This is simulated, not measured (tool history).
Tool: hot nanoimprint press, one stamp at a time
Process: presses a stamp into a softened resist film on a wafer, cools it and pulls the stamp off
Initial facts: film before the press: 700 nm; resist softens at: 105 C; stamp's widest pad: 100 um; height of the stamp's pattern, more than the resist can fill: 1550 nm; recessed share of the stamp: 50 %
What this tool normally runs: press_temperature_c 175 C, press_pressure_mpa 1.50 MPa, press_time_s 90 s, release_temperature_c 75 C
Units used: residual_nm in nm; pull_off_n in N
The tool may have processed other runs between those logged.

run 1 day=0.000 | press_temperature_c=175 press_pressure_mpa=1.50 press_time_s=90 release_temperature_c=75 | residual_nm=338.8 pull_off_n=236
run 2 day=0.917 | press_temperature_c=175 press_pressure_mpa=1.50 press_time_s=90 release_temperature_c=75 | residual_nm=340.1 pull_off_n=243
run 3 day=2.058 | press_temperature_c=175 press_pressure_mpa=1.50 press_time_s=85 release_temperature_c=75 | residual_nm=348.7 pull_off_n=245
run 4 day=3.338 | press_temperature_c=175 press_pressure_mpa=1.50 press_time_s=61 release_temperature_c=75 | residual_nm=389.4 pull_off_n=259
run 5 day=4.692 | press_temperature_c=175 press_pressure_mpa=1.50 press_time_s=90 release_temperature_c=75 | residual_nm=341.5 pull_off_n=281
run 6 day=5.846 | press_temperature_c=175 press_pressure_mpa=1.50 press_time_s=103 release_temperature_c=75 | residual_nm=315.7 pull_off_n=287
run 7 day=7.462 | press_temperature_c=175 press_pressure_mpa=1.50 press_time_s=103 release_temperature_c=75 | residual_nm=316.0 pull_off_n=304
run 8 day=8.717 | press_temperature_c=175 press_pressure_mpa=1.50 press_time_s=153 release_temperature_c=75 | residual_nm=273.2 pull_off_n=321
run 9 day=9.696 | press_temperature_c=177 press_pressure_mpa=1.50 press_time_s=54 release_temperature_c=75 | residual_nm=365.1 pull_off_n=321
run 10 day=10.917 | press_temperature_c=177 press_pressure_mpa=1.50 press_time_s=54 release_temperature_c=75 | residual_nm=367.9 pull_off_n=346
run 11 day=11.729 | press_temperature_c=177 press_pressure_mpa=1.50 press_time_s=54 release_temperature_c=75 | residual_nm=367.4 pull_off_n=359
run 12 day=13.108 | press_temperature_c=175 press_pressure_mpa=1.50 press_time_s=123 release_temperature_c=75 | residual_nm=299.6 pull_off_n=375
run 13 day=14.721 | press_temperature_c=175 press_pressure_mpa=1.00 press_time_s=123 release_temperature_c=75 | residual_nm=361.7 pull_off_n=409
run 14 day=15.467 | press_temperature_c=175 press_pressure_mpa=1.50 press_time_s=154 release_temperature_c=80 | residual_nm=275.6 pull_off_n=367
run 15 day=16.517 | press_temperature_c=168 press_pressure_mpa=1.50 press_time_s=139 release_temperature_c=75 | residual_nm=392.8 pull_off_n=427
run 16 day=17.483 | press_temperature_c=181 press_pressure_mpa=2.21 press_time_s=53 release_temperature_c=75 | residual_nm=264.5 pull_off_n=428

Between the runs listed above, the log contained 2 entries, not reproduced here. Where in the sequence does each belong, and how does what the log doesn't record of the tool's condition differ from the listed run before to the listed run after?
From run 1 to run 2: plate thermocouple calibrated (day 0.604)
  true temperature over the reading, C: -0.38 -> -0.52; pressure that arrives at the usual setting, %: 99.94 -> 99.91; grip of the stamp's worn release coat, % over a new coat's: 0 -> 3.4
  the result without the hidden state subtracted from the measured one, residual_nm: +5.5 -> +7.5 nm; pull_off_n: +2 -> +11 N
From run 5 to run 6: plate thermocouple calibrated, once more (day 5.679)
  true temperature over the reading, C: -0.63 -> 0.14; pressure that arrives at the usual setting, %: 99.75 -> 99.7; grip of the stamp's worn release coat, % over a new coat's: 20.6 -> 25.4
  the result without the hidden state subtracted from the measured one, residual_nm: +9.4 -> -1.4 nm; pull_off_n: +51 -> +58 N
